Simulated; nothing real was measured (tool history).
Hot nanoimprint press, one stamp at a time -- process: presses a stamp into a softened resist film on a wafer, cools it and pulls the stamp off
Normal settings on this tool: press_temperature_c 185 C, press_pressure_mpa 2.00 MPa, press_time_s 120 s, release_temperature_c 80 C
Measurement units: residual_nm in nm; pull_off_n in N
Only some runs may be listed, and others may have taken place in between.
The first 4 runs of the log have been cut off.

run	hour	press_temperature_c	press_pressure_mpa	press_time_s	release_temperature_c	residual_nm	pull_off_n
5	216.7	185	2.00	120	80	125.7	135
6	246.2	185	2.00	103	80	133.8	133
7	284.4	185	2.00	120	80	126.0	133
8	316.2	185	2.00	120	80	126.7	137
9	359.9	185	2.00	120	80	126.2	132
# hour 372.9: plate thermocouple calibrated
10	400.9	185	2.00	120	80	125.9	132
11	463.1	185	2.00	120	80	126.0	132
12	516.6	185	2.00	120	80	126.3	139
# hour 569.2: stamp cleaned and given a new release coat
13	572.7	185	2.82	120	80	108.4	136
14	626.4	185	2.82	120	80	108.0	135
15	667.4	185	2.82	69	80	134.8	131
16	703.5	185	2.82	69	80	134.8	130

The next listed run, before its measurement:
17	737.4	185	2.82	69	80	?	?

Run 17 came out at residual_nm 135.3 nm, pull_off_n 132 N.
On a tool with no hidden condition, and with the same random variation, this run would have come out at residual_nm 135.3 nm, pull_off_n 131 N.

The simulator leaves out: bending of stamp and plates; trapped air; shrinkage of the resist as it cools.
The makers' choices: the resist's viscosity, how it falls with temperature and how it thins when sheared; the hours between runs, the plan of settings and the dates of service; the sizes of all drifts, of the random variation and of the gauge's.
